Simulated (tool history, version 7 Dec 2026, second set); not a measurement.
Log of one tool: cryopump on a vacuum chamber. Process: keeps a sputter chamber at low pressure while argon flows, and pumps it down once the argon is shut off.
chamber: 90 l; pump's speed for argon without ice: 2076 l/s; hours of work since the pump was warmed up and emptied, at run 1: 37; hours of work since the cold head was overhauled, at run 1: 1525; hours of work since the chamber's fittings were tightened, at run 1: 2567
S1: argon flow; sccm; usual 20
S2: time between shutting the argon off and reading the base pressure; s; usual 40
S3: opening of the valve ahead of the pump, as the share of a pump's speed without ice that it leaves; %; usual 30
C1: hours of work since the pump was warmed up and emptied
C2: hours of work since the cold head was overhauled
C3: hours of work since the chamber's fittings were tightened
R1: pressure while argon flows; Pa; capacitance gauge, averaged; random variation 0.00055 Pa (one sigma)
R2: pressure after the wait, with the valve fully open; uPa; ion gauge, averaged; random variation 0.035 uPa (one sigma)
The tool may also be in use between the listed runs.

Run 1, day 0: usual settings; C1 37; C2 1525; C3 2567. Result: R1 0.0537 Pa, R2 2.65 uPa.
Run 2, day 4.45: usual settings; C1 80; C2 1568; C3 2610. Result: R1 0.0553 Pa, R2 2.73 uPa.
Run 3, day 9.575: usual settings; C1 129; C2 1617; C3 2660. Result: R1 0.0546 Pa, R2 2.64 uPa.
Run 4, day 14.558: usual settings; C1 177; C2 1666; C3 2708. Result: R1 0.0555 Pa, R2 2.71 uPa.
Run 5, day 18.783: usual settings; C1 218; C2 1706; C3 2749. Result: R1 0.0554 Pa, R2 2.75 uPa.
At day 22.233: leaking fittings of the chamber tightened, without venting.
Run 6, day 22.233: usual settings but S1 23 sccm; C1 251; C2 1739; C3 0. Result: R1 0.0638 Pa, R2 1.92 uPa.
Run 7, day 24.467: usual settings but S3 36 %; C1 272; C2 1760; C3 22. Result: R1 0.0463 Pa, R2 1.95 uPa.
Run 8, day 28.371: usual settings but S3 36 %; C1 310; C2 1798; C3 59. Result: R1 0.0473 Pa, R2 2.03 uPa.
Run 9, day 31.292: usual settings but S1 25 sccm; C1 338; C2 1826; C3 88. Result: R1 0.0713 Pa, R2 1.99 uPa.
Run 10, day 34.162: usual settings but S1 25 sccm; C1 366; C2 1854; C3 115. Result: R1 0.0703 Pa, R2 1.99 uPa.
Run 11, day 36.904: usual settings but S1 11 sccm; C1 392; C2 1881; C3 142. Result: R1 0.0319 Pa, R2 2.02 uPa.
Run 12, day 41.154: usual settings; C1 434; C2 1922; C3 183. Result: R1 0.0576 Pa, R2 2.02 uPa.
Run 13, day 43.717: usual settings; C1 458; C2 1947; C3 208. Result: R1 0.0577 Pa, R2 2.07 uPa.
Run 14, day 48.346: usual settings; C1 503; C2 1991; C3 252. Result: R1 0.0604 Pa, R2 2.02 uPa.
Run 15, day 52.512: usual settings but S1 29 sccm; C1 543; C2 2032; C3 293. Result: R1 0.0837 Pa, R2 2.05 uPa.
Run 16, day 54.862: usual settings; C1 566; C2 2054; C3 315. Result: R1 0.0589 Pa, R2 2.09 uPa.
Run 17, day 57.85: usual settings; C1 595; C2 2083; C3 344. Result: R1 0.0597 Pa, R2 2.09 uPa.
Run 18, day 60.283: usual settings; C1 619; C2 2107; C3 368. Result: R1 0.0596 Pa, R2 2.1 uPa.
Run 19, day 64.8: usual settings; C1 662; C2 2150; C3 411. Result: R1 0.0593 Pa, R2 2.19 uPa.
Run 20, day 68.208: usual settings but S3 31 %; C1 695; C2 2183; C3 444. Result: R1 0.0591 Pa, R2 2.16 uPa.
At day 70.154: pump warmed up, emptied and cooled again.
Run 21, day 72.496: usual settings but S1 10 sccm, S2 298 s, S3 19 %; C1 23; C2 2223; C3 484. Result: R1 0.0423 Pa, R2 0.57 uPa.
Run 22, day 77.062: usual settings but S1 11 sccm, S2 52 s, S3 39 %; C1 67; C2 2267; C3 528. Result: R1 0.0238 Pa, R2 1.65 uPa.
Run 23, day 79.888: usual settings but S1 11 sccm, S2 52 s, S3 39 %; C1 94; C2 2294; C3 555. Result: R1 0.023 Pa, R2 1.69 uPa.
Run 24, day 82.225: usual settings but S3 23 %; C1 117; C2 2317; C3 578. Result: R1 0.0718 Pa, R2 2.12 uPa.
Run 25, day 86.538: usual settings but S1 23 sccm, S2 22 s, S3 23 %; C1 158; C2 2359; C3 620. Result: R1 0.0828 Pa, R2 3.71 uPa.
Run 26, day 89.321: usual settings but S1 23 sccm, S2 22 s, S3 23 %; C1 185; C2 2385; C3 647. Result: R1 0.0836 Pa, R2 3.56 uPa.
Run 27, day 92.508: usual settings but S1 11 sccm; C1 216; C2 2416; C3 677. Result: R1 0.0305 Pa, R2 2.15 uPa.
Run 28, day 95.683: usual settings but S1 11 sccm; C1 247; C2 2447; C3 708. Result: R1 0.0307 Pa, R2 2.16 uPa.
Run 29, day 98.533: usual settings but S1 28 sccm, S2 256 s, S3 15 %; C1 274; C2 2474; C3 736. Result: R1 0.1561 Pa, R2 0.74 uPa.
Run 30, day 103.429: usual settings but S2 50 s; C1 322; C2 2522; C3 783. Result: R1 0.0566 Pa, R2 1.89 uPa.
Run 31, day 108.721: usual settings but S1 23 sccm, S2 50 s, S3 21 %; C1 373; C2 2573; C3 834. Result: R1 0.0927 Pa, R2 1.9 uPa.
Run 32, day 110.896: usual settings but S1 23 sccm, S2 50 s, S3 21 %; C1 394; C2 2594; C3 855. Result: R1 0.0937 Pa, R2 1.86 uPa.
Run 33, day 113.404: usual settings but S2 135 s, S3 27 %; C1 418; C2 2618; C3 879. Result: R1 0.0631 Pa, R2 1.14 uPa.

The same runs without the tool's hidden state, with the same run-to-run variation:
The hidden state here: pump's speed, % of a pump's without ice; cold plate's temperature, K; leak into the chamber, uPa l/s; drift of the gauge itself on working_pa, %; drift of the gauge itself on base_upa, %.
run      R1    R2
  1  0.0532  1.88
  2  0.0546  1.91
  3  0.0536  1.81
  4  0.0541  1.85
  5  0.0537  1.87
  6  0.0616  1.85
  7  0.0443  1.87
  8   0.045  1.94
  9  0.0681  1.88
 10  0.0668  1.88
 11  0.0303   1.9
 12  0.0543  1.87
 13  0.0542  1.91
 14  0.0565  1.84
 15  0.0776  1.85
 16  0.0544  1.88
 17  0.0549  1.86
 18  0.0546  1.86
 19  0.0539  1.92
 20  0.0532  1.87
 21   0.042  0.36
 22  0.0233  1.44
 23  0.0224  1.46
 24  0.0705  1.88
 25  0.0809  3.44
 26  0.0815  3.28
 27  0.0294  1.86
 28  0.0294  1.85
 29  0.1526  0.41
 30  0.0536  1.54
 31  0.0889  1.52
 32  0.0896  1.47
 33  0.0594  0.72
